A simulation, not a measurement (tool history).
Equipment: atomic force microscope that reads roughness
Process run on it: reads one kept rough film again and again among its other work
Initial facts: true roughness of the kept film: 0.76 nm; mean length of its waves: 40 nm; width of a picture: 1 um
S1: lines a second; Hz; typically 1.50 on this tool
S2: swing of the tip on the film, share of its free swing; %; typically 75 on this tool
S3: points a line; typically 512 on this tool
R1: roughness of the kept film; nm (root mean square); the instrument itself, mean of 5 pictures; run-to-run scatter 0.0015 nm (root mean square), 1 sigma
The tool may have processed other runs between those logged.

{"run": 1, "hour": 0.0, "S1": 1.5, "S2": 75, "S3": 512, "R1": 0.696}
{"run": 2, "hour": 5.7, "S1": 2.1, "S2": 75, "S3": 512, "R1": 0.674}
{"run": 3, "hour": 15.8, "S1": 1.03, "S2": 75, "S3": 512, "R1": 0.71}
{"run": 4, "hour": 21.7, "S1": 1.5, "S2": 75, "S3": 922, "R1": 0.694}
{"run": 5, "hour": 32.9, "S1": 1.5, "S2": 75, "S3": 546, "R1": 0.693}
{"hour": 34.4, "done": "new tip fitted"}
{"run": 6, "hour": 44.1, "S1": 0.79, "S2": 75, "S3": 512, "R1": 0.721}
{"run": 7, "hour": 52.9, "S1": 0.79, "S2": 75, "S3": 512, "R1": 0.722}
{"run": 8, "hour": 61.3, "S1": 0.79, "S2": 75, "S3": 512, "R1": 0.722}
{"run": 9, "hour": 68.1, "S1": 1.5, "S2": 75, "S3": 843, "R1": 0.696}
{"run": 10, "hour": 73.4, "S1": 1.5, "S2": 65, "S3": 512, "R1": 0.719}
{"run": 11, "hour": 81.0, "S1": 1.5, "S2": 75, "S3": 388, "R1": 0.694}
{"run": 12, "hour": 86.7, "S1": 1.5, "S2": 75, "S3": 276, "R1": 0.688}
{"hour": 88.5, "done": "new tip fitted"}
{"run": 13, "hour": 95.2, "S1": 0.5, "S2": 75, "S3": 512, "R1": 0.732}
{"run": 14, "hour": 102.9, "S1": 0.5, "S2": 75, "S3": 512, "R1": 0.733}
{"run": 15, "hour": 111.8, "S1": 1.5, "S2": 75, "S3": 258, "R1": 0.688}
{"run": 16, "hour": 117.3, "S1": 1.5, "S2": 75, "S3": 258, "R1": 0.689}
{"run": 17, "hour": 125.6, "S1": 1.5, "S2": 75, "S3": 258, "R1": 0.69}
{"run": 18, "hour": 133.4, "S1": 1.5, "S2": 75, "S3": 512, "R1": 0.693}
{"run": 19, "hour": 138.3, "S1": 1.5, "S2": 75, "S3": 512, "R1": 0.696}
{"hour": 143.0, "done": "new tip fitted"}
{"run": 20, "hour": 149.6, "S1": 1.29, "S2": 75, "S3": 512, "R1": 0.701}
{"run": 21, "hour": 160.6, "S1": 0.68, "S2": 72, "S3": 512, "R1": 0.73}
{"run": 22, "hour": 165.9, "S1": 0.68, "S2": 72, "S3": 512, "R1": 0.728}
{"run": 23, "hour": 170.8, "S1": 0.68, "S2": 72, "S3": 512, "R1": 0.73}
{"run": 24, "hour": 177.3, "S1": 2.6, "S2": 56, "S3": 635, "R1": 0.717}

Predict the results of run 25:
{"run": 25, "hour": 184.0, "S1": 1.81, "S2": 90, "S3": 318, "R1": "?"}

R1: 0.623 nm (root mean square)
Without the tool's hidden state the same run would have given R1 0.624 nm (root mean square).
